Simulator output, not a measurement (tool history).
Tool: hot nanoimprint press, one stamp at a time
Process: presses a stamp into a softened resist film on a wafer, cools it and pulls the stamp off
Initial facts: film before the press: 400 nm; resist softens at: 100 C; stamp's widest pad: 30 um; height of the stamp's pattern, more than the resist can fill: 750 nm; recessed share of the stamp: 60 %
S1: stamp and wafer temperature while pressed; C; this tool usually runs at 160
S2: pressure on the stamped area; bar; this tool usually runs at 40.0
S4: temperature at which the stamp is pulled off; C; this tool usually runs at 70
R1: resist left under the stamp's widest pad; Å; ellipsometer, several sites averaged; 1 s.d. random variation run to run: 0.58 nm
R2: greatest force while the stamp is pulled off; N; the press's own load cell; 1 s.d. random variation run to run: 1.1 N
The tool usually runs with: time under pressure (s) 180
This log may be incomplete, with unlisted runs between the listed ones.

{"run": 1, "day": 0.0, "S1": 160, "S2": 40.0, "time under pressure (s)": 180, "S4": 70, "R1": 2219, "R2": 146}
{"run": 2, "day": 0.296, "S1": 160, "S2": 40.0, "time under pressure (s)": 180, "S4": 72, "R1": 2217, "R2": 141}
{"run": 3, "day": 0.788, "S1": 160, "S2": 28.9, "time under pressure (s)": 180, "S4": 70, "R1": 2590, "R2": 147}
{"run": 4, "day": 1.071, "S1": 160, "S2": 40.0, "time under pressure (s)": 180, "S4": 70, "R1": 2212, "R2": 148}
{"run": 5, "day": 1.662, "S1": 160, "S2": 40.0, "time under pressure (s)": 180, "S4": 70, "R1": 2203, "R2": 148}
{"run": 6, "day": 2.025, "S1": 160, "S2": 40.0, "time under pressure (s)": 180, "S4": 70, "R1": 2214, "R2": 146}
{"run": 7, "day": 2.638, "S1": 160, "S2": 40.0, "time under pressure (s)": 180, "S4": 70, "R1": 2212, "R2": 148}
{"run": 8, "day": 3.183, "S1": 160, "S2": 40.0, "time under pressure (s)": 180, "S4": 70, "R1": 2208, "R2": 148}
{"run": 9, "day": 3.804, "S1": 160, "S2": 40.0, "time under pressure (s)": 180, "S4": 70, "R1": 2206, "R2": 148}
{"run": 10, "day": 4.254, "S1": 160, "S2": 40.0, "time under pressure (s)": 180, "S4": 72, "R1": 2197, "R2": 144}
{"day": 4.946, "done": "stamp cleaned and given a new release coat"}
{"run": 11, "day": 5.054, "S1": 160, "S2": 40.0, "time under pressure (s)": 180, "S4": 70, "R1": 2198, "R2": 148}
{"run": 12, "day": 5.338, "S1": 160, "S2": 40.0, "time under pressure (s)": 180, "S4": 70, "R1": 2194, "R2": 148}
{"run": 13, "day": 5.625, "S1": 160, "S2": 40.0, "time under pressure (s)": 180, "S4": 70, "R1": 2201, "R2": 146}
{"run": 14, "day": 6.05, "S1": 152, "S2": 40.0, "time under pressure (s)": 180, "S4": 70, "R1": 3069, "R2": 147}
{"run": 15, "day": 6.662, "S1": 152, "S2": 40.0, "time under pressure (s)": 180, "S4": 70, "R1": 3059, "R2": 147}
{"run": 16, "day": 7.279, "S1": 160, "S2": 40.0, "time under pressure (s)": 180, "S4": 70, "R1": 2189, "R2": 146}
{"run": 17, "day": 7.733, "S1": 160, "S2": 40.0, "time under pressure (s)": 180, "S4": 76, "R1": 2187, "R2": 131}
{"run": 18, "day": 8.333, "S1": 160, "S2": 43.5, "time under pressure (s)": 113, "S4": 68, "R1": 2400, "R2": 154}
{"run": 19, "day": 8.608, "S1": 170, "S2": 48.2, "time under pressure (s)": 272, "S4": 68, "R1": 1041, "R2": 152}
{"run": 20, "day": 9.175, "S1": 167, "S2": 36.4, "time under pressure (s)": 129, "S4": 70, "R1": 1836, "R2": 146}
{"run": 21, "day": 9.712, "S1": 154, "S2": 40.0, "time under pressure (s)": 349, "S4": 77, "R1": 2411, "R2": 129}
{"run": 22, "day": 10.188, "S1": 151, "S2": 40.0, "time under pressure (s)": 349, "S4": 76, "R1": 2740, "R2": 131}
{"run": 23, "day": 10.571, "S1": 151, "S2": 36.6, "time under pressure (s)": 297, "S4": 62, "R1": 2957, "R2": 168}
{"run": 24, "day": 10.85, "S1": 171, "S2": 40.0, "time under pressure (s)": 180, "S4": 71, "R1": 1278, "R2": 145}
{"run": 25, "day": 11.412, "S1": 154, "S2": 58.3, "time under pressure (s)": 175, "S4": 71, "R1": 2434, "R2": 146}
{"run": 26, "day": 11.808, "S1": 161, "S2": 61.2, "time under pressure (s)": 108, "S4": 59, "R1": 1939, "R2": 178}
{"run": 27, "day": 12.396, "S1": 161, "S2": 36.2, "time under pressure (s)": 108, "S4": 65, "R1": 2533, "R2": 159}
{"run": 28, "day": 12.783, "S1": 151, "S2": 60.9, "time under pressure (s)": 323, "S4": 60, "R1": 2313, "R2": 174}
{"run": 29, "day": 13.192, "S1": 157, "S2": 60.9, "time under pressure (s)": 323, "S4": 60, "R1": 1683, "R2": 173}
{"day": 13.338, "done": "gauge calibrated"}
{"run": 30, "day": 13.825, "S1": 156, "S2": 52.0, "time under pressure (s)": 180, "S4": 70, "R1": 2346, "R2": 148}
{"run": 31, "day": 14.446, "S1": 150, "S2": 40.0, "time under pressure (s)": 180, "S4": 77, "R1": 3267, "R2": 129}

Alternative continuations, all from the tool just after run 31; predict every row:
{"run": "A", "day": 14.825, "S1": 150, "S2": 40.0, "time under pressure (s)": 144, "S4": 57, "R1": "?", "R2": "?"}
{"run": "B", "day": 14.825, "S1": 160, "S2": 42.5, "time under pressure (s)": 180, "S4": 70, "R1": "?", "R2": "?"}
{"run": "C", "day": 14.825, "S1": 169, "S2": 40.0, "time under pressure (s)": 180, "S4": 77, "R1": "?", "R2": "?"}

run=A R1=3371 R2=182
run=B R1=2147 R2=148
run=C R1=1426 R2=129
With the hidden condition removed and each run's random variation left untouched, the same runs would have given:
run=A R1=3380 R2=181
run=B R1=2155 R2=147
run=C R1=1431 R2=129

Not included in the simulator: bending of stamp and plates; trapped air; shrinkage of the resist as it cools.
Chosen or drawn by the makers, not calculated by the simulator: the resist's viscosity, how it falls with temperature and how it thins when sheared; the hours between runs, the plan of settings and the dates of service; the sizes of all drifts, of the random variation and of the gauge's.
